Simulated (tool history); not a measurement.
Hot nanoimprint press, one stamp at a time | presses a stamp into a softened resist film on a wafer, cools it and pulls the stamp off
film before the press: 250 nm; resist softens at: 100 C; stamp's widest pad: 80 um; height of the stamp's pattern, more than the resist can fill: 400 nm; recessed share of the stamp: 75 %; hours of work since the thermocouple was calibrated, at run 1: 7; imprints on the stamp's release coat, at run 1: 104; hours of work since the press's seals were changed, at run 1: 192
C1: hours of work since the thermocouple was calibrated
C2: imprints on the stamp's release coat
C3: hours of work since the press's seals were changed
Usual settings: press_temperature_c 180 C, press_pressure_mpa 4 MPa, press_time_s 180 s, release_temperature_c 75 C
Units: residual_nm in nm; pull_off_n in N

Run 1, hour 0: usual settings; C1 7; C2 104; C3 192. Result: residual_nm 124 nm, pull_off_n 171 N.
Run 2, hour 5.4: usual settings; C1 11; C2 126; C3 196. Result: residual_nm 123.5 nm, pull_off_n 167 N.
Run 3, hour 10: usual settings; C1 14; C2 145; C3 199. Result: residual_nm 123.8 nm, pull_off_n 170 N.
Run 4, hour 15.1: usual settings but press_pressure_mpa 5.96 MPa; C1 18; C2 165; C3 203. Result: residual_nm 99.5 nm, pull_off_n 174 N.
Run 5, hour 23.8: usual settings but press_pressure_mpa 5.96 MPa; C1 24; C2 200; C3 209. Result: residual_nm 99.1 nm, pull_off_n 167 N.
Run 6, hour 33.1: usual settings but press_pressure_mpa 3.84 MPa; C1 30; C2 237; C3 216. Result: residual_nm 126 nm, pull_off_n 172 N.
Run 7, hour 39.1: usual settings but press_pressure_mpa 3.84 MPa, release_temperature_c 61 C; C1 35; C2 261; C3 220. Result: residual_nm 125.9 nm, pull_off_n 239 N.
Run 8, hour 43.8: usual settings but press_time_s 127 s; C1 38; C2 280; C3 223. Result: residual_nm 137 nm, pull_off_n 173 N.
Run 9, hour 51.6: usual settings; C1 43; C2 311; C3 229. Result: residual_nm 123.4 nm, pull_off_n 174 N.
Run 10, hour 60: usual settings but press_temperature_c 171 C; C1 49; C2 345; C3 235. Result: residual_nm 157.6 nm, pull_off_n 170 N.
Run 11, hour 66.4: usual settings; C1 54; C2 371; C3 239. Result: residual_nm 123.1 nm, pull_off_n 179 N.
Run 12, hour 70.7: usual settings but press_pressure_mpa 2.53 MPa; C1 57; C2 388; C3 242. Result: residual_nm 154.2 nm, pull_off_n 175 N.
Run 13, hour 80.1: usual settings but press_pressure_mpa 2.53 MPa; C1 64; C2 426; C3 249. Result: residual_nm 154.4 nm, pull_off_n 177 N.
Run 14, hour 87.8: usual settings but press_pressure_mpa 2.53 MPa; C1 69; C2 457; C3 254. Result: residual_nm 154.7 nm, pull_off_n 182 N.
Run 15, hour 93.8: usual settings but press_pressure_mpa 2.53 MPa, press_time_s 91 s; C1 73; C2 481; C3 259. Result: residual_nm 181.1 nm, pull_off_n 178 N.
Run 16, hour 101.8: usual settings but press_temperature_c 171 C, press_pressure_mpa 3.51 MPa, release_temperature_c 64 C; C1 79; C2 513; C3 264. Result: residual_nm 166.1 nm, pull_off_n 228 N.
Run 17, hour 107.1: usual settings but press_temperature_c 171 C, press_pressure_mpa 3.51 MPa, release_temperature_c 64 C; C1 83; C2 534; C3 268. Result: residual_nm 165.3 nm, pull_off_n 230 N.
Run 18, hour 112: usual settings but press_temperature_c 171 C, press_pressure_mpa 3.51 MPa, release_temperature_c 64 C; C1 86; C2 553; C3 271. Result: residual_nm 166.2 nm, pull_off_n 232 N.
Run 19, hour 116.6: usual settings but press_pressure_mpa 4.87 MPa; C1 89; C2 572; C3 275. Result: residual_nm 110.7 nm, pull_off_n 188 N.
Run 20, hour 120.6: usual settings but press_temperature_c 190 C, press_pressure_mpa 4.87 MPa, release_temperature_c 78 C; C1 92; C2 588; C3 277. Result: residual_nm 83.9 nm, pull_off_n 174 N.
Run 21, hour 126.8: usual settings but press_temperature_c 190 C, press_pressure_mpa 3.88 MPa, release_temperature_c 66 C; C1 97; C2 613; C3 282. Result: residual_nm 95 nm, pull_off_n 229 N.
Run 22, hour 133.3: usual settings but press_temperature_c 190 C, press_pressure_mpa 3.88 MPa, release_temperature_c 66 C; C1 101; C2 639; C3 286. Result: residual_nm 95.4 nm, pull_off_n 225 N.
At hour 142.3: stamp cleaned and given a new release coat.
Run 23, hour 147.7: usual settings but press_time_s 270 s, release_temperature_c 68 C; C1 107; C2 22; C3 292. Result: residual_nm 107.5 nm, pull_off_n 186 N.
Run 24, hour 152.5: usual settings but press_temperature_c 185 C, press_pressure_mpa 6.22 MPa, press_time_s 281 s, release_temperature_c 61 C; C1 110; C2 41; C3 296. Result: residual_nm 70.5 nm, pull_off_n 220 N.
Run 25, hour 159.1: usual settings but press_temperature_c 175 C, press_pressure_mpa 2.85 MPa, press_time_s 97 s, release_temperature_c 71 C; C1 115; C2 67; C3 300. Result: residual_nm 188.8 nm, pull_off_n 181 N.
Run 26, hour 165.4: usual settings but press_temperature_c 181 C, release_temperature_c 60 C; C1 120; C2 93; C3 305. Result: residual_nm 118.9 nm, pull_off_n 228 N.
Run 27, hour 171: usual settings but press_temperature_c 181 C, release_temperature_c 60 C; C1 124; C2 115; C3 309. Result: residual_nm 119.6 nm, pull_off_n 242 N.

3 ways to go on from here, each from the tool as it stands after run 27. What would each give?
Run A, hour 178.7: usual settings but press_pressure_mpa 5.44 MPa; C1 129; C2 146; C3 314. Result: residual_nm ?, pull_off_n ?.
Run B, hour 178.7: usual settings but press_temperature_c 188 C, press_pressure_mpa 3.09 MPa, press_time_s 204 s; C1 129; C2 146; C3 314. Result: residual_nm ?, pull_off_n ?.
Run C, hour 178.7: usual settings but press_temperature_c 173 C, release_temperature_c 78 C; C1 129; C2 146; C3 314. Result: residual_nm ?, pull_off_n ?.

run  residual_nm  pull_off_n
  A        103.1         169
  B        109.5         172
  C        148.5         154
Without the tool's hidden state the same runs would have given:
run  residual_nm  pull_off_n
  A        104.4         167
  B        110.9         170
  C        150.4         152

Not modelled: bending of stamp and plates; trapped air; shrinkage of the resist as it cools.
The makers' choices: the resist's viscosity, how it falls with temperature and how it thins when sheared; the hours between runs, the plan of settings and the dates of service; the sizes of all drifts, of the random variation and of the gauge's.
